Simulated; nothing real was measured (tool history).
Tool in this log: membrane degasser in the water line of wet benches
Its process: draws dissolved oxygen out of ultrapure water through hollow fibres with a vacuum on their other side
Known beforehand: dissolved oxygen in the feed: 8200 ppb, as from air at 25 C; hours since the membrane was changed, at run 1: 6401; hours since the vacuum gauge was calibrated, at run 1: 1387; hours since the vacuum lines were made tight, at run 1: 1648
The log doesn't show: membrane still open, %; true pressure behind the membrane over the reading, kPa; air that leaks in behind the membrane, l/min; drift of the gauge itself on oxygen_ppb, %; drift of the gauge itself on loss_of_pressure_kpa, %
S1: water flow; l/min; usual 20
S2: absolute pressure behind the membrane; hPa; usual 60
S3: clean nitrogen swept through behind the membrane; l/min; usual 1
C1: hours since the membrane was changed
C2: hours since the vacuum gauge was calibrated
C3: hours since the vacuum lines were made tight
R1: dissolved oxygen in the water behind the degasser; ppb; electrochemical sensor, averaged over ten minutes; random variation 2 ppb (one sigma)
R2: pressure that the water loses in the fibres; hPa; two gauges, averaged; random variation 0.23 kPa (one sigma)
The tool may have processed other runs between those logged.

run,hour,S1,S2,S3,C1,C2,C3,R1,R2
1,0,20,60,1,6401,1387,1648,222.8,631.5
2,131.6,20,60,1,6533,1519,1780,219.9,635.7
3,257.1,20,60,1,6658,1644,1905,219.3,633.8
4,417.6,20,60,1,6819,1805,2066,217.4,631.3
5,505.5,20,60,0.41,6907,1893,2154,352.9,634.4
6,603.6,20,60,1,7005,1991,2252,217.3,635.8
7,697.5,20,60,1,7099,2085,2345,226.9,635.9
8,834.9,20,60,1,7236,2222,2483,224.7,632.5
9,932,20,60,1,7333,2319,2580,221.9,637.5
10,1104.3,20,60,1,7506,2491,2752,221.3,640.1
11,1182,20,60,1,7583,2569,2830,228.4,635.5
12,1342.4,20,60,1,7744,2729,2990,222.6,639.5
13,1484.5,20,59,1,7886,2872,3133,220.7,639.6
14,1569.2,20,59,1,7971,2956,3217,221.3,640.6
15,1672.8,20,59,1,8074,3060,3321,221.8,639.7
16,1798.2,20,60,2.53,8200,3185,3446,155.8,641.2
17,1880.2,20,60,0.46,8282,3267,3528,337.5,641.7
18,2026.9,20,60,0.46,8428,3414,3675,343.3,645.2
19,2107.2,20,60,0.46,8509,3494,3755,338.7,637.7
20,2241.4,20,60,0.7,8643,3628,3889,272.4,644.7
21,2383.1,17,145.1,0.51,8784,3770,4031,786.5,549.4
22,2468.3,17,145.1,0.51,8870,3855,4116,781.1,545.1
23,2548.7,19,111,0.68,8950,3936,4197,539.6,613.6
24,2654.5,19,69.1,2,9056,4042,4302,172.2,612.2
25,2741.7,20,62.1,0.55,9143,4129,4390,329.2,643.9
26,2843.6,20,56.1,1,9245,4231,4492,218.5,647.6
27,2957.4,20,56.1,1,9359,4344,4605,217.9,645.8
# hour 3028.2: vacuum gauge calibrated
28,3049,13,116.6,0.68,9450,21,4697,376.2,420.6
29,3140.2,17,89.1,1,9541,112,4788,272.3,547.8
30,3295.5,24,89.1,1,9696,267,4943,471.6,774.4
31,3408.2,14,89.1,2.08,9809,380,5056,119.2,455
32,3503,19,89.1,2.44,9904,475,5151,197.9,616.7

Hidden state or all else? Some run-to-run changes of R1, split into what the settings, what came in and random variation would give without the hidden state, and what is left for the hidden state (with any gauge scatter that isn't in both results):
Run 20 -> 21: S1 20 -> 17, S2 60 -> 145.1, S3 0.7 -> 0.51. R1 +514.1 ppb: hidden state -8.6, all else +522.7.
Run 23 -> 24: S2 111 -> 69.1, S3 0.68 -> 2. R1 -367.4 ppb: hidden state -2.5, all else -364.9.
Run 27 -> 28: S1 20 -> 13, S2 56.1 -> 116.6, S3 1 -> 0.68, vacuum gauge calibrated. R1 +158.3 ppb: hidden state -22.5, all else +180.8.
Run 29 -> 30: S1 17 -> 24. R1 +199.3 ppb: hidden state +28.4, all else +170.9.
Run 30 -> 31: S1 24 -> 14, S3 1 -> 2.08. R1 -352.4 ppb: hidden state -37.4, all else -315.
